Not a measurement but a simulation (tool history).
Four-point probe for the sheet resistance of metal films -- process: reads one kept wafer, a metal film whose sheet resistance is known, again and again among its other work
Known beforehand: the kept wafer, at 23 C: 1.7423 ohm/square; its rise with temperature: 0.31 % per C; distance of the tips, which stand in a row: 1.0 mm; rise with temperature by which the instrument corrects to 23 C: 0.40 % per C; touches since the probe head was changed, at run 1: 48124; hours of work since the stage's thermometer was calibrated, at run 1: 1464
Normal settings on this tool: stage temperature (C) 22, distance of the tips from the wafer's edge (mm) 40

| run | hour | stage temperature (C) | distance of the tips from the wafer's edge (mm) | touches since the probe head was changed | hours of work since the stage's thermometer was calibrated | sheet resistance as the instrument gives it (ohm/square) |
|---|---|---|---|---|---|---|
| 1 | 0 | 22 | 40 | 48124 | 1464 | 1.76165 |
| 2 | 46.8 | 22 | 13 | 49565 | 1496 | 1.766904 |
| 3 | 100.1 | 22 | 13 | 51208 | 1532 | 1.767467 |
| 4 | 141.6 | 22 | 35 | 52486 | 1559 | 1.763923 |
| 5 | 183.4 | 22 | 35 | 53776 | 1587 | 1.76393 |
| 6 | 236.3 | 22 | 35 | 55404 | 1623 | 1.764123 |
| 7 | 269.1 | 22 | 40 | 56414 | 1645 | 1.764527 |
| 8 | 295.1 | 22 | 40 | 57217 | 1662 | 1.764738 |
| 9 | 346.3 | 31 | 40 | 58792 | 1697 | 1.751763 |
| 10 | 386.4 | 19 | 12 | 60030 | 1724 | 1.777643 |
| 11 | 413.9 | 19 | 12 | 60876 | 1742 | 1.778008 |
| 12 | 451.5 | 22 | 9 | 62036 | 1767 | 1.777357 |
| 13 | 479.6 | 34 | 7 | 62901 | 1786 | 1.765966 |

Expected results for the next run?
| 14 | 503.4 | 24 | 40 | 63632 | 1802 | ? |

{"run 14": {"sheet resistance as the instrument gives it (ohm/square)": 1.763116}}
If the tool had no hidden condition, the same run with the same run-to-run variation would have returned sheet resistance as the instrument gives it (ohm/square) 1.740687.

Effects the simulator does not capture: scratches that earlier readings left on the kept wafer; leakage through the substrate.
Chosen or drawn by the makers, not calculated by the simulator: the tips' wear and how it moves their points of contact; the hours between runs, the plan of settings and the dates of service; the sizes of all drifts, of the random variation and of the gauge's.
